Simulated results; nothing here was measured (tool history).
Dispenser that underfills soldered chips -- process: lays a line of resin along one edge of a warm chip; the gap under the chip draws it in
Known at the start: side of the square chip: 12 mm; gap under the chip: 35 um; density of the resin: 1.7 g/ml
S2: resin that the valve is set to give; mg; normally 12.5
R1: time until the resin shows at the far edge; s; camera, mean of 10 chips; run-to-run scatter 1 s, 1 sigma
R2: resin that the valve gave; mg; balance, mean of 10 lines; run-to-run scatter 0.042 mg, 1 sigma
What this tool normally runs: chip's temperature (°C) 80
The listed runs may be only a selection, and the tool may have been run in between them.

run 1 hour=0.0 | chip's_temperature_(°C)=80 S2=12.5 | R1=106.0 R2=11.61
run 2 hour=4.0 | chip's_temperature_(°C)=80 S2=12.5 | R1=118.4 R2=11.64
run 3 hour=9.2 | chip's_temperature_(°C)=67 S2=12.5 | R1=233.2 R2=11.63
run 4 hour=13.5 | chip's_temperature_(°C)=67 S2=12.5 | R1=263.8 R2=11.59
-- hour=14.9 new syringe of resin
run 5 hour=18.3 | chip's_temperature_(°C)=67 S2=12.5 | R1=184.3 R2=11.53
run 6 hour=21.8 | chip's_temperature_(°C)=67 S2=12.5 | R1=204.5 R2=11.48
run 7 hour=24.4 | chip's_temperature_(°C)=80 S2=12.5 | R1=138.6 R2=11.53
run 8 hour=27.3 | chip's_temperature_(°C)=80 S2=12.5 | R1=151.6 R2=11.49
-- hour=31.1 new syringe of resin
run 9 hour=31.1 | chip's_temperature_(°C)=80 S2=12.5 | R1=101.5 R2=11.43
-- hour=33.1 dispensing valve cleaned and set on the balance
run 10 hour=36.1 | chip's_temperature_(°C)=80 S2=13.3 | R1=112.0 R2=13.17
run 11 hour=39.0 | chip's_temperature_(°C)=80 S2=13.3 | R1=125.3 R2=13.31
run 12 hour=41.9 | chip's_temperature_(°C)=80 S2=13.3 | R1=136.9 R2=13.21
run 13 hour=47.7 | chip's_temperature_(°C)=80 S2=13.3 | R1=164.9 R2=13.19
-- hour=48.5 new syringe of resin
run 14 hour=52.6 | chip's_temperature_(°C)=80 S2=13.3 | R1=114.7 R2=13.10
run 15 hour=58.7 | chip's_temperature_(°C)=80 S2=12.8 | R1=138.6 R2=12.57
-- hour=64.8 new syringe of resin
run 16 hour=65.0 | chip's_temperature_(°C)=66 S2=12.5 | R1=166.0 R2=12.24
run 17 hour=69.1 | chip's_temperature_(°C)=66 S2=12.5 | R1=195.4 R2=12.38
run 18 hour=73.8 | chip's_temperature_(°C)=66 S2=12.5 | R1=220.7 R2=12.28

Run 19 is up next; what results do you expect?
run 19 hour=78.8 | chip's_temperature_(°C)=66 S2=12.5 | R1=? R2=?

{"run 19": {"R1": 262.6, "R2": 12.29}}
Without the tool's hidden state the same run would have given R1 166.0 s, R2 12.56 mg.
